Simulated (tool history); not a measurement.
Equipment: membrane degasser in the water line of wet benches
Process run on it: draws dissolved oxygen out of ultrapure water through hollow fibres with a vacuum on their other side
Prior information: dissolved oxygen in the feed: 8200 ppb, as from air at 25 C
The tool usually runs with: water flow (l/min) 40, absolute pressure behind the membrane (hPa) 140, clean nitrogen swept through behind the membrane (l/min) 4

run	hour	water flow (l/min)	absolute pressure behind the membrane (hPa)	clean nitrogen swept through behind the membrane (l/min)	dissolved oxygen in the water behind the degasser (ppb)	pressure that the water loses in the fibres (hPa)
1	0	40	140	4	269	457.3
2	88.7	40	140	4	266.5	461
3	273	40	207	4	417.9	458.5
4	447.4	40	140	4	270.7	461.2
5	646.8	40	140	4	268.3	460.7
6	758.7	60	140	4	427.1	690
7	895	40	229	4	465.2	461.4
8	1072.7	40	229	4	463.9	460.3
# hour 1091.9: vacuum gauge calibrated
9	1273	53	140	4	373.1	613.2
10	1472.5	53	140	4	370.6	614
11	1600.2	53	140	4	372.3	616.8
12	1814.6	40	109	4	201.8	465.3
13	1979.5	40	140	6.37	181.8	463.1
# hour 2122: vacuum gauge calibrated, once more
14	2177.5	40	260	6.37	353.7	464.5
15	2295.8	40	260	6.37	355.2	467
16	2468.3	40	260	6.37	352.1	465
17	2595.9	40	140	1.94	487	465.4
18	2780.9	40	140	1.94	491.1	466
19	2868.2	40	140	1.94	491.2	466.2
20	3066.7	40	140	1.94	488.9	466.8
21	3228.4	39	140	2.26	423	454.1
22	3323	44	118	2.84	327.4	513.8
23	3460.2	27	183	2.43	386.4	314.8
24	3588.3	27	183	2.43	389.9	312.1
25	3686.4	27	183	2.43	387.5	315.2
26	3799.2	27	183	2.43	388.6	318.7
27	3954.4	43	183	9.74	186	505.9
28	4085	53	186	4.39	467.9	621.8
29	4258.6	40	212	6.01	305.4	468
30	4411.6	40	145	4	282.3	471.9
31	4552.7	40	145	4	281.9	466.2

Pick out some run-to-run changes in dissolved oxygen in the water behind the degasser (ppb). Of each, how much would a tool without hidden state show as well, from the settings, what came in and chance, and how much is left for the hidden state and any gauge scatter not in both results compared?
Hidden conditions of the tool in this case: membrane still open, %; true pressure behind the membrane over the reading, kPa; air that leaks in behind the membrane, l/min; drift of the gauge itself on oxygen_ppb, %; drift of the gauge itself on loss_of_pressure_kpa, %.
Run 5 -> 6: water flow (l/min) 40 -> 60. dissolved oxygen in the water behind the degasser (ppb) +158.8: hidden state +3.7, all else +155.1.
Run 13 -> 14: absolute pressure behind the membrane (hPa) 140 -> 260, vacuum gauge calibrated, once more. dissolved oxygen in the water behind the degasser (ppb) +171.9: hidden state -0.4, all else +172.3.
Run 26 -> 27: water flow (l/min) 27 -> 43, clean nitrogen swept through behind the membrane (l/min) 2.43 -> 9.74. dissolved oxygen in the water behind the degasser (ppb) -202.6: hidden state -2.2, all else -200.4.
Run 27 -> 28: water flow (l/min) 43 -> 53, absolute pressure behind the membrane (hPa) 183 -> 186, clean nitrogen swept through behind the membrane (l/min) 9.74 -> 4.39. dissolved oxygen in the water behind the degasser (ppb) +281.9: hidden state +6.2, all else +275.7.
Run 28 -> 29: water flow (l/min) 53 -> 40, absolute pressure behind the membrane (hPa) 186 -> 212, clean nitrogen swept through behind the membrane (l/min) 4.39 -> 6.01. dissolved oxygen in the water behind the degasser (ppb) -162.5: hidden state -4.5, all else -158.
